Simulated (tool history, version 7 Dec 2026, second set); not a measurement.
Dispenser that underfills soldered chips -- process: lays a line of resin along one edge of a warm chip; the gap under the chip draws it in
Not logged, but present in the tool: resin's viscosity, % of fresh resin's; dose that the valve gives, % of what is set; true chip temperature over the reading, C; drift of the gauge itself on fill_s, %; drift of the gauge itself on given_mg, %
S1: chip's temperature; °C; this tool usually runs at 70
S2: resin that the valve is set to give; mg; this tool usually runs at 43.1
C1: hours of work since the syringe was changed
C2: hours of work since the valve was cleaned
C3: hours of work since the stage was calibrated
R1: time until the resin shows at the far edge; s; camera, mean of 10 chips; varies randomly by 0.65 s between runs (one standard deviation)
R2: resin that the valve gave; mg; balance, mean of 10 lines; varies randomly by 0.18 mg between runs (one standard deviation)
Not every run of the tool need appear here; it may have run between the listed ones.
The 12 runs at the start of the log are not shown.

| run | hour | S1 | S2 | C1 | C2 | C3 | R1 | R2 |
|---|---|---|---|---|---|---|---|---|
| 13 | 40.1 | 63 | 43.1 | 5 | 109 | 53 | 89.4 | 39.88 |
| 14 | 43.2 | 63 | 43.1 | 7 | 111 | 55 | 95.4 | 39.69 |
|  | 45.9 | new syringe of resin |
| 15 | 47.8 | 70 | 43.1 | 1 | 114 | 58 | 61.7 | 39.86 |
| 16 | 50.4 | 70 | 43.1 | 3 | 116 | 60 | 65.9 | 39.58 |
| 17 | 54.4 | 70 | 43.1 | 6 | 119 | 62 | 70.8 | 39.51 |
|  | 58 | new syringe of resin |
| 18 | 58.7 | 70 | 50 | 0 | 121 | 65 | 59.7 | 45.49 |
| 19 | 60.9 | 70 | 50 | 2 | 123 | 67 | 64.3 | 45.44 |
| 20 | 64.6 | 70 | 50 | 5 | 126 | 70 | 69.6 | 45.22 |
| 21 | 68.3 | 64 | 55.4 | 7 | 128 | 72 | 92.7 | 49.97 |
|  | 70.4 | new syringe of resin |
| 22 | 70.7 | 58 | 55.4 | 0 | 130 | 74 | 93.4 | 50.53 |
| 23 | 72.9 | 63 | 38.2 | 2 | 131 | 75 | 84.3 | 34.62 |
|  | 76.1 | dispensing valve cleaned and set on the balance |
| 24 | 76.1 | 63 | 38.2 | 3 | 0 | 77 | 85.6 | 38.41 |
| 25 | 80 | 63 | 37 | 6 | 3 | 79 | 94.4 | 36.97 |
|  | 83.5 | new syringe of resin |
| 26 | 83.7 | 63 | 37 | 0 | 5 | 82 | 79.5 | 36.93 |
| 27 | 87.2 | 63 | 37 | 3 | 8 | 84 | 85.6 | 36.67 |
| 28 | 90.8 | 67 | 40.5 | 5 | 10 | 87 | 77.2 | 39.97 |
| 29 | 93.9 | 70 | 48.6 | 7 | 12 | 89 | 73.6 | 47.86 |
|  | 95.7 | new syringe of resin |
| 30 | 98.5 | 60 | 47.7 | 2 | 15 | 92 | 90.8 | 46.87 |
| 31 | 102.3 | 60 | 47.7 | 5 | 18 | 95 | 98.4 | 47.11 |
| 32 | 105.2 | 60 | 47.7 | 7 | 20 | 97 | 102.9 | 47.06 |
|  | 107.9 | new syringe of resin |
| 33 | 110 | 64 | 53.1 | 1 | 23 | 100 | 76.6 | 52.38 |
| 34 | 113.4 | 81 | 43.1 | 4 | 26 | 102 | 45.1 | 42.41 |
| 35 | 117.6 | 81 | 43.1 | 7 | 29 | 105 | 48.4 | 42.53 |
|  | 120 | new syringe of resin |
| 36 | 121.5 | 81 | 43.1 | 1 | 31 | 108 | 40.7 | 42.15 |

3 options for the next run, each taken on its own from the tool as it stands now. Forecast them:
| A | 124.8 | 76 | 42 | 3 | 33 | 110 | ? | ? |
| B | 124.8 | 83 | 44.8 | 3 | 33 | 110 | ? | ? |
| C | 124.8 | 55 | 42.6 | 3 | 33 | 110 | ? | ? |

| run | R1 | R2 |
|---|---|---|
| A | 52.7 | 41.09 |
| B | 41.1 | 43.59 |
| C | 118.4 | 41.97 |
What these runs would have given with no unlogged condition in the tool:
| run | R1 | R2 |
|---|---|---|
| A | 46.5 | 42.11 |
| B | 36.3 | 44.68 |
| C | 104.2 | 43.02 |
